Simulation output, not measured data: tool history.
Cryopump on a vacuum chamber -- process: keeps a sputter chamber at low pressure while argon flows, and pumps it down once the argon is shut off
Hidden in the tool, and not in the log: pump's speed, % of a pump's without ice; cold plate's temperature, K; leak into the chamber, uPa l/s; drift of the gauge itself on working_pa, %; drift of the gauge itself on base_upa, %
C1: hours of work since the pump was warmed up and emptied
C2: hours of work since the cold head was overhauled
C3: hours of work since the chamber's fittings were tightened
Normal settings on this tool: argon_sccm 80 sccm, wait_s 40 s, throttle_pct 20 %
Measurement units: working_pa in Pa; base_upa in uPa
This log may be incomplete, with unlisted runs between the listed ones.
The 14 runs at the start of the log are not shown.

run 15 hour=904.8 | argon_sccm=80 wait_s=25 throttle_pct=20 | C1=261 C2=1537 C3=3549 | working_pa=0.7272 base_upa=2.77
-- hour=964.4 pump warmed up, emptied and cooled again
run 16 hour=964.4 | argon_sccm=80 wait_s=25 throttle_pct=20 | C1=0 C2=1585 C3=3597 | working_pa=0.7048 base_upa=2.57
run 17 hour=1035.7 | argon_sccm=80 wait_s=25 throttle_pct=20 | C1=62 C2=1647 C3=3659 | working_pa=0.7121 base_upa=2.62
run 18 hour=1090.3 | argon_sccm=36 wait_s=25 throttle_pct=37 | C1=110 C2=1695 C3=3707 | working_pa=0.1761 base_upa=2.66
-- hour=1121.0 leaking fittings of the chamber tightened, without venting
run 19 hour=1146.6 | argon_sccm=36 wait_s=25 throttle_pct=37 | C1=157 C2=1743 C3=22 | working_pa=0.1778 base_upa=1.69
run 20 hour=1216.9 | argon_sccm=143 wait_s=40 throttle_pct=20 | C1=219 C2=1804 C3=84 | working_pa=1.2993 base_upa=1.24
run 21 hour=1272.8 | argon_sccm=46 wait_s=80 throttle_pct=20 | C1=268 C2=1853 C3=133 | working_pa=0.4203 base_upa=0.88
-- hour=1324.1 pump warmed up, emptied and cooled again
run 22 hour=1333.7 | argon_sccm=70 wait_s=59 throttle_pct=17 | C1=8 C2=1902 C3=182 | working_pa=0.7253 base_upa=0.92
run 23 hour=1395.8 | argon_sccm=70 wait_s=254 throttle_pct=16 | C1=63 C2=1956 C3=236 | working_pa=0.7710 base_upa=0.53
run 24 hour=1452.2 | argon_sccm=70 wait_s=254 throttle_pct=16 | C1=112 C2=2005 C3=285 | working_pa=0.7765 base_upa=0.56
run 25 hour=1545.5 | argon_sccm=56 wait_s=244 throttle_pct=40 | C1=194 C2=2087 C3=367 | working_pa=0.2625 base_upa=0.61
run 26 hour=1596.1 | argon_sccm=56 wait_s=151 throttle_pct=27 | C1=238 C2=2131 C3=411 | working_pa=0.3851 base_upa=0.73
run 27 hour=1672.3 | argon_sccm=65 wait_s=92 throttle_pct=27 | C1=304 C2=2198 C3=477 | working_pa=0.4444 base_upa=0.88
-- hour=1684.6 pump warmed up, emptied and cooled again
run 28 hour=1745.8 | argon_sccm=84 wait_s=299 throttle_pct=59 | C1=53 C2=2258 C3=537 | working_pa=0.2590 base_upa=0.56
run 29 hour=1790.9 | argon_sccm=84 wait_s=299 throttle_pct=59 | C1=93 C2=2297 C3=577 | working_pa=0.2638 base_upa=0.58
run 30 hour=1869.6 | argon_sccm=84 wait_s=299 throttle_pct=59 | C1=162 C2=2366 C3=645 | working_pa=0.2697 base_upa=0.66
run 31 hour=1910.5 | argon_sccm=44 wait_s=52 throttle_pct=29 | C1=197 C2=2401 C3=681 | working_pa=0.2804 base_upa=1.25
run 32 hour=1971.2 | argon_sccm=44 wait_s=52 throttle_pct=29 | C1=250 C2=2455 C3=734 | working_pa=0.2827 base_upa=1.27
-- hour=2042.8 pump warmed up, emptied and cooled again
run 33 hour=2049.3 | argon_sccm=80 wait_s=33 throttle_pct=23 | C1=6 C2=2518 C3=798 | working_pa=0.6144 base_upa=1.56
run 34 hour=2148.4 | argon_sccm=80 wait_s=101 throttle_pct=37 | C1=92 C2=2605 C3=885 | working_pa=0.3924 base_upa=0.87

Below are 3 alternative next runs, each starting from the tool's condition after run 34. Predict each:
run A hour=2230.0 | argon_sccm=80 wait_s=31 throttle_pct=37 | C1=164 C2=2676 C3=956 | working_pa=? base_upa=?
run B hour=2230.0 | argon_sccm=77 wait_s=101 throttle_pct=37 | C1=164 C2=2676 C3=956 | working_pa=? base_upa=?
run C hour=2230.0 | argon_sccm=80 wait_s=42 throttle_pct=28 | C1=164 C2=2676 C3=956 | working_pa=? base_upa=?

run=A working_pa=0.3978 base_upa=1.70
run=B working_pa=0.3845 base_upa=0.95
run=C working_pa=0.5175 base_upa=1.41
Take away the tool's hidden state, keep each run's random variation, and the runs would have read:
run=A working_pa=0.3778 base_upa=1.39
run=B working_pa=0.3652 base_upa=0.65
run=C working_pa=0.4975 base_upa=1.11
